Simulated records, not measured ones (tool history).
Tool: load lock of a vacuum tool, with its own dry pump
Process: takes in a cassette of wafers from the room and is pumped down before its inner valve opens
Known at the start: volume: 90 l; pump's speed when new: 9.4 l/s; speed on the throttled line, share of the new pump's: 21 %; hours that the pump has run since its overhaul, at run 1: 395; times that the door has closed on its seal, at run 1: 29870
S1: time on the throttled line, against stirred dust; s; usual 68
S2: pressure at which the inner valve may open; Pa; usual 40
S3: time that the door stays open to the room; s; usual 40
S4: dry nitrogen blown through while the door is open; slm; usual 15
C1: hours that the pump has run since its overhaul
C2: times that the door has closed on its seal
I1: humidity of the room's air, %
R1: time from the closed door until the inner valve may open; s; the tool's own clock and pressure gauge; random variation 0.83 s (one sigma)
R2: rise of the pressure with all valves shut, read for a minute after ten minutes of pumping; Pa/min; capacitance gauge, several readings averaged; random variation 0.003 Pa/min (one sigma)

| run | hour | S1 | S2 | S3 | S4 | C1 | C2 | I1 | R1 | R2 |
|---|---|---|---|---|---|---|---|---|---|---|
| 1 | 0.0 | 68 | 40 | 40 | 15 | 395 | 29870 | 41.6 | 130.3 | 0.098 |
| 2 | 318.8 | 37 | 40 | 40 | 15 | 714 | 31150 | 47.6 | 103.5 | 0.101 |
| 3 | 593.8 | 37 | 40 | 40 | 15 | 989 | 32254 | 44.2 | 107.4 | 0.105 |
| 4 | 969.6 | 68 | 40 | 40 | 5 | 1365 | 33762 | 41.4 | 128.8 | 0.116 |
| 5 | 1559.9 | 68 | 40 | 40 | 15 | 1955 | 36131 | 43.8 | 131.1 | 0.125 |
| 6 | 1926.0 | 68 | 36 | 40 | 15 | 2321 | 37600 | 44.8 | 132.8 | 0.132 |
| 7 | 2287.3 | 68 | 36 | 40 | 15 | 2682 | 39050 | 41.4 | 132.8 | 0.137 |
| 8 | 2659.4 | 68 | 36 | 40 | 15 | 3054 | 40544 | 44.4 | 133.0 | 0.151 |
| 9 | 3221.1 | 68 | 40 | 40 | 15 | 3616 | 42798 | 45.6 | 132.6 | 0.166 |
| 10 | 3657.1 | 68 | 40 | 40 | 15 | 4052 | 44548 | 43.7 | 134.4 | 0.171 |
| 11 | 4163.0 | 68 | 40 | 40 | 15 | 4558 | 46578 | 45.8 | 134.6 | 0.178 |
| 12 | 4486.4 | 68 | 40 | 40 | 15 | 4881 | 47876 | 44.8 | 134.8 | 0.181 |
| 13 | 4780.7 | 68 | 67 | 40 | 15 | 5176 | 49057 | 45.3 | 127.9 | 0.192 |
| 14 | 5334.5 | 68 | 67 | 40 | 15 | 5730 | 51280 | 42.8 | 129.1 | 0.207 |
| 15 | 5917.4 | 68 | 67 | 40 | 15 | 6312 | 53619 | 45.8 | 130.9 | 0.225 |
| 16 | 6350.9 | 68 | 67 | 40 | 15 | 6746 | 55359 | 44.4 | 131.2 | 0.222 |
| 17 | 6630.4 | 68 | 67 | 40 | 15 | 7025 | 56480 | 39.8 | 131.5 | 0.233 |
| 18 | 6993.1 | 68 | 67 | 40 | 15 | 7388 | 57936 | 43.8 | 131.5 | 0.244 |
| 19 | 7447.9 | 68 | 67 | 40 | 15 | 7843 | 59762 | 42.6 | 131.5 | 0.254 |
| 20 | 7856.0 | 68 | 67 | 40 | 15 | 8251 | 61399 | 43.2 | 131.7 | 0.270 |
| 21 | 8211.1 | 68 | 67 | 40 | 15 | 8606 | 62824 | 44.2 | 133.2 | 0.272 |
| 22 | 8789.4 | 48 | 42 | 40 | 15 | 9184 | 65145 | 46.3 | 122.5 | 0.295 |
| 23 | 9141.5 | 48 | 42 | 40 | 15 | 9537 | 66558 | 43.7 | 123.5 | 0.298 |
| 24 | 9594.9 | 35 | 40 | 225 | 15 | 9990 | 68378 | 46.0 | 114.5 | 0.346 |
| 25 | 10019.8 | 35 | 40 | 225 | 15 | 10415 | 70083 | 44.8 | 116.4 | 0.363 |
|  | 10255.6 | door's seal changed, seat wiped |
| 26 | 10487.8 | 35 | 40 | 225 | 15 | 10881 | 932 | 47.4 | 118.2 | 0.049 |
| 27 | 10867.2 | 56 | 69 | 30 | 35 | 11261 | 2454 | 41.5 | 127.5 | 0.011 |
| 28 | 11455.3 | 64 | 69 | 56 | 5 | 11849 | 4814 | 47.8 | 133.4 | 0.027 |
| 29 | 11858.1 | 65 | 69 | 56 | 14 | 12252 | 6431 | 46.0 | 133.1 | 0.031 |
| 30 | 12233.6 | 65 | 69 | 138 | 17 | 12627 | 7938 | 45.9 | 135.5 | 0.048 |
| 31 | 12745.6 | 65 | 69 | 138 | 17 | 13139 | 9993 | 47.6 | 134.7 | 0.054 |
| 32 | 13175.5 | 65 | 69 | 138 | 17 | 13569 | 11718 | 45.8 | 136.1 | 0.049 |
| 33 | 13532.6 | 65 | 69 | 138 | 17 | 13926 | 13151 | 44.3 | 136.7 | 0.052 |

Forecast each of these 3 alternatives for the next run:
|  | 13615.7 | dry pump taken out, an overhauled one fitted |
| A | 14012.3 | 65 | 61 | 35 | 14 | 397 | 15052 | 43.4 | ? | ? |
|  | 13615.7 | dry pump taken out, an overhauled one fitted |
| B | 14012.3 | 83 | 69 | 202 | 17 | 397 | 15052 | 43.8 | ? | ? |
|  | 13615.7 | dry pump taken out, an overhauled one fitted |
| C | 14012.3 | 68 | 40 | 69 | 15 | 397 | 15052 | 46.8 | ? | ? |

| run | R1 | R2 |
|---|---|---|
| A | 123.2 | 0.039 |
| B | 135.8 | 0.067 |
| C | 129.5 | 0.048 |
Without the tool's hidden state the same runs would have given:
| run | R1 | R2 |
|---|---|---|
| A | 123.7 | 0.009 |
| B | 136.2 | 0.037 |
| C | 130.0 | 0.017 |
